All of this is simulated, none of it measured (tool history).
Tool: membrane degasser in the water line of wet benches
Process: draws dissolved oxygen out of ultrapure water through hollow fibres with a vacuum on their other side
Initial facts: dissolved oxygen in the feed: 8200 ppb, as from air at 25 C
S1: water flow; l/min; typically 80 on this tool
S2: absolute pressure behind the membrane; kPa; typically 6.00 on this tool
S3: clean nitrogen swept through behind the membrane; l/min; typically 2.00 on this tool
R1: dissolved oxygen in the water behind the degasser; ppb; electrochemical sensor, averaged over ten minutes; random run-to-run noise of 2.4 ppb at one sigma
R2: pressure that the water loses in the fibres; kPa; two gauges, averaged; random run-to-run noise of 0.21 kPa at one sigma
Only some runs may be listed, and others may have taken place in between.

| run | hour | S1 | S2 | S3 | R1 | R2 |
|---|---|---|---|---|---|---|
| 1 | 0.0 | 80 | 6.00 | 2.00 | 258.6 | 47.95 |
| 2 | 90.3 | 80 | 6.00 | 2.00 | 260.6 | 48.40 |
| 3 | 176.1 | 80 | 6.00 | 2.00 | 258.8 | 48.09 |
| 4 | 286.6 | 80 | 6.00 | 2.00 | 257.9 | 48.48 |
| 5 | 392.6 | 80 | 5.66 | 2.00 | 208.7 | 48.36 |
| 6 | 456.9 | 80 | 4.39 | 2.00 | 112.7 | 47.97 |
| 7 | 611.1 | 80 | 7.26 | 2.00 | 326.4 | 48.62 |
| 8 | 711.9 | 49 | 6.00 | 2.00 | 151.0 | 29.40 |
| 9 | 827.3 | 49 | 6.00 | 2.00 | 149.7 | 29.95 |
| 10 | 910.0 | 49 | 6.00 | 2.00 | 152.0 | 29.74 |
| 11 | 1052.3 | 49 | 6.00 | 2.00 | 150.9 | 29.77 |
| 12 | 1125.9 | 49 | 6.00 | 2.00 | 150.8 | 29.52 |
| 13 | 1205.7 | 49 | 6.00 | 2.00 | 149.4 | 29.59 |
| 14 | 1290.3 | 49 | 13.70 | 2.00 | 540.4 | 29.87 |
| 15 | 1386.0 | 49 | 7.31 | 0.86 | 426.6 | 29.66 |
| 16 | 1493.7 | 49 | 5.67 | 0.81 | 271.3 | 29.73 |
| 17 | 1606.0 | 80 | 3.77 | 3.47 | 51.8 | 48.78 |
| 18 | 1738.9 | 88 | 6.00 | 1.32 | 353.4 | 53.39 |
| 19 | 1863.3 | 88 | 4.82 | 1.14 | 249.9 | 53.82 |
| 20 | 1942.1 | 113 | 5.78 | 2.00 | 333.1 | 68.63 |
| 21 | 2047.5 | 78 | 4.84 | 0.94 | 247.1 | 47.25 |
| 22 | 2155.5 | 53 | 7.99 | 2.45 | 231.3 | 32.38 |
| 23 | 2242.3 | 53 | 7.99 | 2.45 | 233.0 | 32.22 |
| 24 | 2355.6 | 53 | 7.99 | 2.45 | 232.9 | 32.24 |
| 25 | 2450.1 | 64 | 7.99 | 2.45 | 275.0 | 39.08 |
| 26 | 2569.4 | 64 | 4.34 | 1.07 | 147.2 | 39.41 |
| 27 | 2646.4 | 80 | 4.68 | 4.23 | 88.7 | 48.97 |

Removed from this log: 2 entries logged between the listed runs. Between which two listed runs does each belong, and how does the tool's hidden state at the listed run before it compare with that at the listed run after it?
Run 4 -> run 5: vacuum gauge calibrated (hour 392.6)
  membrane still open, %: 97.8 -> 97.7; true pressure behind the membrane over the reading, kPa: 0.31 -> -0.01; air that leaks in behind the membrane, l/min: 0.0242 -> 0.0245
  measured minus no-state result, R1: +26.1 -> +1.8 ppb; R2: +1.08 -> +1.11 kPa
Run 22 -> run 23: seals of the vacuum lines changed (hour 2204.5)
  true pressure behind the membrane over the reading, kPa: 0.12 -> 0.13; air that leaks in behind the membrane, l/min: 0.0296 -> 0.0019
  measured minus no-state result, R1: +7.9 -> +6.5 ppb; R2: +1.16 -> +1.17 kPa
